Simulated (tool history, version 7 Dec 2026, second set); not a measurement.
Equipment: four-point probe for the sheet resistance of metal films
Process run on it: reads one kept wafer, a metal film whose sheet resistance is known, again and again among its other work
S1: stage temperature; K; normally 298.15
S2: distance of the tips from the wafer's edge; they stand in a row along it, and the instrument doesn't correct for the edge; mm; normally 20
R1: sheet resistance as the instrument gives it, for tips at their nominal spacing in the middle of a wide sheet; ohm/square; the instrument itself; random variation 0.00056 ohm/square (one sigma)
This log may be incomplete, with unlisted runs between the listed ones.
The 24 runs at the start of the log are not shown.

Run 25, hour 741.1: usual settings but S2 22 mm. Result: R1 2.787694 ohm/square.
Run 26, hour 776.6: usual settings but S2 22 mm. Result: R1 2.787682 ohm/square.
Run 27, hour 800.5: usual settings but S2 16 mm. Result: R1 2.787498 ohm/square.
Run 28, hour 830.7: usual settings but S2 16 mm. Result: R1 2.787905 ohm/square.
Run 29, hour 874.6: usual settings but S2 16 mm. Result: R1 2.7869 ohm/square.
Run 30, hour 898.5: usual settings but S1 303.15 K, S2 9 mm. Result: R1 2.792474 ohm/square.
Run 31, hour 942.1: usual settings but S1 292.15 K, S2 6 mm. Result: R1 2.792365 ohm/square.
Run 32, hour 969.3: usual settings but S1 292.15 K, S2 6 mm. Result: R1 2.791407 ohm/square.
Run 33, hour 1006.5: usual settings but S1 294.15 K, S2 10 mm. Result: R1 2.784757 ohm/square.
Run 34, hour 1043.2: usual settings but S2 41 mm. Result: R1 2.784397 ohm/square.
Run 35, hour 1063.5: usual settings but S1 293.15 K, S2 71 mm. Result: R1 2.781475 ohm/square.
Run 36, hour 1088.9: usual settings but S1 293.15 K, S2 71 mm. Result: R1 2.780988 ohm/square.
Run 37, hour 1122.5: usual settings but S1 297.15 K, S2 19 mm. Result: R1 2.783471 ohm/square.
Run 38, hour 1149.9: usual settings but S1 300.15 K, S2 6 mm. Result: R1 2.793351 ohm/square.
Run 39, hour 1182.7: usual settings but S1 293.15 K, S2 5 mm. Result: R1 2.793749 ohm/square.
Run 40, hour 1221.6: usual settings but S1 293.15 K, S2 5 mm. Result: R1 2.793975 ohm/square.
Run 41, hour 1263.3: usual settings but S1 304.15 K, S2 51 mm. Result: R1 2.784063 ohm/square.
Run 42, hour 1297.3: usual settings but S1 294.15 K, S2 26 mm. Result: R1 2.780378 ohm/square.
Run 43, hour 1338.4: usual settings but S1 292.15 K, S2 22 mm. Result: R1 2.77851 ohm/square.
Run 44, hour 1359.7: usual settings but S1 292.15 K, S2 7 mm. Result: R1 2.785074 ohm/square.

Consider 4 possible next runs. They are alternatives, not a sequence: every one starts from the tool as it was left by run 44. What does each give?
Run A, hour 1392.4: usual settings but S1 292.15 K, S2 41 mm. Result: R1 ?.
Run B, hour 1392.4: usual settings but S1 300.15 K, S2 8 mm. Result: R1 ?.
Run C, hour 1392.4: usual settings but S1 294.15 K, S2 6 mm. Result: R1 ?.
Run D, hour 1392.4: usual settings but S1 302.15 K, S2 36 mm. Result: R1 ?.

run        R1
  A  2.777371
  B  2.787167
  C  2.788965
  D   2.78194
What these runs would have given with no unlogged condition in the tool:
run        R1
  A  2.799689
  B  2.809428
  C  2.811338
  D   2.80413
